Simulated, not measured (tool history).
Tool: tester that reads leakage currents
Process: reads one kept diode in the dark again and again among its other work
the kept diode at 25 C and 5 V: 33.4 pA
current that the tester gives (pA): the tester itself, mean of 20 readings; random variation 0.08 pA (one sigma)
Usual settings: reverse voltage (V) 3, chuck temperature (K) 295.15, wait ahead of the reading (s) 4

| run | day | reverse voltage (V) | chuck temperature (K) | wait ahead of the reading (s) | current that the tester gives (pA) |
|---|---|---|---|---|---|
| 1 | 0 | 3 | 295.15 | 4 | 23.81 |
| 2 | 2.754 | 3 | 295.15 | 4 | 23.55 |
| 3 | 5.354 | 3 | 295.15 | 4 | 23.68 |
| 4 | 7.45 | 3 | 295.15 | 4 | 23.65 |
| 5 | 9.229 | 3 | 295.15 | 4 | 23.79 |
| 6 | 11.417 | 18.31 | 295.15 | 4 | 67.65 |
| 7 | 13.917 | 18.31 | 295.15 | 4 | 67.99 |
| 8 | 15.754 | 18.31 | 295.15 | 4 | 67.71 |
| 9 | 18.229 | 18.31 | 295.15 | 4 | 68.09 |
| 10 | 20.342 | 18.31 | 295.15 | 4 | 68.18 |
| 11 | 22.15 | 18.31 | 295.15 | 4 | 68.37 |
| 12 | 24.725 | 18.31 | 295.15 | 4 | 68.61 |
| 13 | 27.675 | 18.31 | 295.15 | 4 | 69.1 |
|  | 28.033 | chuck's temperature calibrated |
| 14 | 29.412 | 11.55 | 307.15 | 3.65 | 114.35 |
| 15 | 30.912 | 11.14 | 332.15 | 0.39 | 757.49 |
| 16 | 32.662 | 19.4 | 315.15 | 0.67 | 276.08 |
|  | 34.179 | chuck's temperature calibrated, once more |
| 17 | 35.371 | 19.4 | 315.15 | 0.67 | 299.76 |
| 18 | 37.558 | 1.23 | 309.15 | 4 | 52.46 |
| 19 | 39.15 | 2.81 | 330.15 | 0.42 | 392.19 |
| 20 | 41.2 | 7.9 | 330.15 | 0.42 | 606.5 |
| 21 | 42.588 | 7.9 | 293.15 | 1.47 | 40 |
| 22 | 45.067 | 3 | 295.15 | 5.07 | 25.32 |

The same runs without the tool's hidden state, with the same run-to-run variation:
The hidden state here: stray current of the dirty probe card, pA a volt; current scale over the true one, %; true chuck temperature over the reading, C; drift of the gauge itself on leakage_pa, %.
| run | current that the tester gives (pA) |
|---|---|
| 1 | 20.91 |
| 2 | 20.68 |
| 3 | 20.82 |
| 4 | 20.8 |
| 5 | 20.93 |
| 6 | 44.62 |
| 7 | 44.74 |
| 8 | 44.42 |
| 9 | 44.58 |
| 10 | 44.52 |
| 11 | 44.55 |
| 12 | 44.51 |
| 13 | 44.67 |
| 14 | 106.22 |
| 15 | 803.74 |
| 16 | 269.01 |
| 17 | 269.32 |
| 18 | 50.72 |
| 19 | 389.8 |
| 20 | 598.03 |
| 21 | 27.27 |
| 22 | 20.66 |
